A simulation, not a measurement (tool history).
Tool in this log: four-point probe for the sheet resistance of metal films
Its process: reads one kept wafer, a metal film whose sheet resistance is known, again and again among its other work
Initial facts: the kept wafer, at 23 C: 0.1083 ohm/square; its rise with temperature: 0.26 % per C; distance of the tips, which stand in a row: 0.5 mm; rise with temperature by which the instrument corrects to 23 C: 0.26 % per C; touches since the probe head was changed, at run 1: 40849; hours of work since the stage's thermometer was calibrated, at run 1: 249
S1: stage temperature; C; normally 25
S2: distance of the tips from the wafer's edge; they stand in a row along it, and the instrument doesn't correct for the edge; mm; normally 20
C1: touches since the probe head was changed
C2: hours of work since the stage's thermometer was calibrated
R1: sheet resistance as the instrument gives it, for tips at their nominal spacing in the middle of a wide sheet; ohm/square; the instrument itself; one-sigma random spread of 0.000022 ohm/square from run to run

run   hour  S1  S2     C1   C2        R1
  1      0  25  20  40849  249   0.10839
  2   15.9  25  20  41245  256  0.108362
  3     30  25  20  41597  262  0.108363
  4   42.5  34  20  41906  268  0.108357
  5   52.2  34  61  42148  272  0.108364
  6   60.2  34  61  42347  276  0.108325
  7   70.4  25  20  42601  281  0.108369
  8   86.1  25  20  42991  288  0.108356
  9   94.8  25  20  43208  292    0.1084
 10  109.3  25  20  43570  298  0.108369
 11  118.6  34   8  43802  303   0.10855
 12    132  25  24  44135  309  0.108357
 13  143.5  25  24  44420  314  0.108401
 14  153.2  20  18  44663  318  0.108403
 15  161.7  19  32  44874  322  0.108352
 16  175.1  20   3  45206  328  0.109951
 17  190.4  20  11  45587  335  0.108547
 18  206.4  22  28  45987  342  0.108378

Here are 5 independent what-if runs from the current tool condition. What would each one return?
  A  222.8  28  10  46395  350   ?
  B  222.8  35  37  46395  350   ?
  C  222.8  25  14  46395  350   ?
  D  222.8  26  32  46395  350   ?
  E  222.8  22  65  46395  350   ?

run        R1
  A  0.108516
  B  0.108352
  C  0.108424
  D  0.108367
  E  0.108379
Without the tool's unlogged condition, the same runs would have read:
run        R1
  A  0.108452
  B  0.108288
  C   0.10836
  D  0.108302
  E  0.108314
